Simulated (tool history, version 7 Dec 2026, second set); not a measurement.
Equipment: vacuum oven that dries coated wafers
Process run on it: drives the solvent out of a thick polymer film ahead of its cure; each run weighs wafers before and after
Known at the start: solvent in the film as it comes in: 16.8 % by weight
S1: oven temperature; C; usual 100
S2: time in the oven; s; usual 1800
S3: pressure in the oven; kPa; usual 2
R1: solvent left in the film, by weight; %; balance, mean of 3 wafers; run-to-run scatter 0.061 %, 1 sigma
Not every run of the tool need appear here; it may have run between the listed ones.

{"run": 1, "hour": 0.0, "S1": 100, "S2": 1800, "S3": 2, "R1": 3.67}
{"run": 2, "hour": 54.2, "S1": 100, "S2": 1020, "S3": 2, "R1": 6.34}
{"run": 3, "hour": 106.4, "S1": 100, "S2": 1800, "S3": 2, "R1": 3.73}
{"run": 4, "hour": 145.4, "S1": 100, "S2": 1800, "S3": 1.59, "R1": 3.55}
{"run": 5, "hour": 219.3, "S1": 100, "S2": 1800, "S3": 1.59, "R1": 3.56}
{"run": 6, "hour": 257.8, "S1": 100, "S2": 1800, "S3": 1.59, "R1": 3.62}
{"run": 7, "hour": 287.9, "S1": 100, "S2": 1800, "S3": 1.59, "R1": 3.63}
{"run": 8, "hour": 330.0, "S1": 100, "S2": 1800, "S3": 1.59, "R1": 3.57}
{"run": 9, "hour": 384.6, "S1": 100, "S2": 1800, "S3": 1.59, "R1": 3.63}
{"run": 10, "hour": 447.9, "S1": 100, "S2": 1800, "S3": 1.59, "R1": 3.72}
{"run": 11, "hour": 507.7, "S1": 100, "S2": 1800, "S3": 1.59, "R1": 3.76}
{"run": 12, "hour": 555.9, "S1": 100, "S2": 1800, "S3": 1.59, "R1": 3.71}
{"run": 13, "hour": 603.4, "S1": 100, "S2": 1800, "S3": 1.59, "R1": 3.68}
{"run": 14, "hour": 677.0, "S1": 100, "S2": 1800, "S3": 1.59, "R1": 3.73}
{"run": 15, "hour": 717.6, "S1": 100, "S2": 1800, "S3": 2, "R1": 3.93}
{"run": 16, "hour": 770.7, "S1": 100, "S2": 1800, "S3": 2, "R1": 3.92}
{"run": 17, "hour": 800.9, "S1": 100, "S2": 1800, "S3": 2, "R1": 3.96}
{"run": 18, "hour": 847.6, "S1": 100, "S2": 1800, "S3": 2, "R1": 3.84}
{"run": 19, "hour": 884.7, "S1": 100, "S2": 1800, "S3": 2, "R1": 4.07}
{"run": 20, "hour": 949.5, "S1": 100, "S2": 2700, "S3": 2, "R1": 2.54}
{"run": 21, "hour": 1016.6, "S1": 100, "S2": 1800, "S3": 2, "R1": 4.08}
{"run": 22, "hour": 1081.8, "S1": 100, "S2": 1800, "S3": 2, "R1": 3.93}
{"run": 23, "hour": 1117.6, "S1": 100, "S2": 1800, "S3": 2, "R1": 3.92}
{"run": 24, "hour": 1167.6, "S1": 100, "S2": 1680, "S3": 2, "R1": 4.42}
{"run": 25, "hour": 1242.2, "S1": 108, "S2": 1680, "S3": 7.93, "R1": 4.71}
{"run": 26, "hour": 1298.8, "S1": 108, "S2": 1680, "S3": 1.96, "R1": 2.69}
{"run": 27, "hour": 1346.4, "S1": 100, "S2": 1980, "S3": 3.51, "R1": 4.44}
{"run": 28, "hour": 1393.3, "S1": 100, "S2": 1980, "S3": 3.51, "R1": 4.43}
{"run": 29, "hour": 1446.3, "S1": 112, "S2": 1800, "S3": 1.41, "R1": 1.74}
{"run": 30, "hour": 1506.7, "S1": 106, "S2": 960, "S3": 6.44, "R1": 6.84}
{"run": 31, "hour": 1541.0, "S1": 103, "S2": 2220, "S3": 1.8, "R1": 2.66}
{"run": 32, "hour": 1583.6, "S1": 85, "S2": 2220, "S3": 2.2, "R1": 7.66}
{"run": 33, "hour": 1618.8, "S1": 85, "S2": 2220, "S3": 2.2, "R1": 7.7}
{"run": 34, "hour": 1654.2, "S1": 100, "S2": 1320, "S3": 2, "R1": 5.74}
{"run": 35, "hour": 1699.2, "S1": 108, "S2": 1020, "S3": 2, "R1": 4.52}
{"run": 36, "hour": 1738.0, "S1": 110, "S2": 1860, "S3": 2, "R1": 2.14}
{"run": 37, "hour": 1787.3, "S1": 100, "S2": 1800, "S3": 7.72, "R1": 6.81}
{"hour": 1820.1, "done": "oven's thermocouples calibrated"}
{"run": 38, "hour": 1852.7, "S1": 100, "S2": 2280, "S3": 1.61, "R1": 2.85}
{"run": 39, "hour": 1914.2, "S1": 100, "S2": 2280, "S3": 1.61, "R1": 2.9}
{"run": 40, "hour": 1958.0, "S1": 91, "S2": 960, "S3": 2, "R1": 9.25}
{"run": 41, "hour": 1994.2, "S1": 100, "S2": 2580, "S3": 1.96, "R1": 2.66}
{"run": 42, "hour": 2031.4, "S1": 100, "S2": 2580, "S3": 1.96, "R1": 2.7}
{"run": 43, "hour": 2085.0, "S1": 100, "S2": 1800, "S3": 2, "R1": 3.84}
{"run": 44, "hour": 2152.7, "S1": 100, "S2": 1800, "S3": 2, "R1": 4.02}
{"run": 45, "hour": 2207.0, "S1": 94, "S2": 1140, "S3": 1.59, "R1": 7.54}
{"hour": 2227.7, "done": "vacuum gauge cleaned of residue and calibrated"}
{"run": 46, "hour": 2258.6, "S1": 86, "S2": 960, "S3": 3.74, "R1": 10.5}
{"run": 47, "hour": 2319.3, "S1": 86, "S2": 960, "S3": 3.74, "R1": 10.51}
{"run": 48, "hour": 2371.0, "S1": 86, "S2": 960, "S3": 3.74, "R1": 10.55}

Selected run-to-run steps in R1, each split into two signed amounts: the part the tool would show with no hidden state at all (from settings, incoming material and random variation), and the remainder, which goes to the hidden state together with any gauge scatter not common to the measured and the hidden-state-free results:
What the log doesn't record here: true wafer temperature over the reading, C; true pressure over the reading, kPa; drift of the gauge itself on solvent_pct, %.
Run 29 -> 30: S1 112 -> 106, S2 1800 -> 960, S3 1.41 -> 6.44. R1 +5.1 %: hidden state +0.27, all else +4.83.
Run 31 -> 32: S1 103 -> 85, S3 1.8 -> 2.2. R1 +5 %: hidden state +0.38, all else +4.62.
Run 36 -> 37: S1 110 -> 100, S2 1860 -> 1800, S3 2 -> 7.72. R1 +4.67 %: hidden state +0.39, all else +4.28.
Run 37 -> 38: S2 1800 -> 2280, S3 7.72 -> 1.61, oven's thermocouples calibrated. R1 -3.96 %: hidden state -0.54, all else -3.42.
Run 39 -> 40: S1 100 -> 91, S2 2280 -> 960, S3 1.61 -> 2. R1 +6.35 %: hidden state -0.04, all else +6.39.
Run 40 -> 41: S1 91 -> 100, S2 960 -> 2580, S3 2 -> 1.96. R1 -6.59 %: hidden state +0.07, all else -6.66.
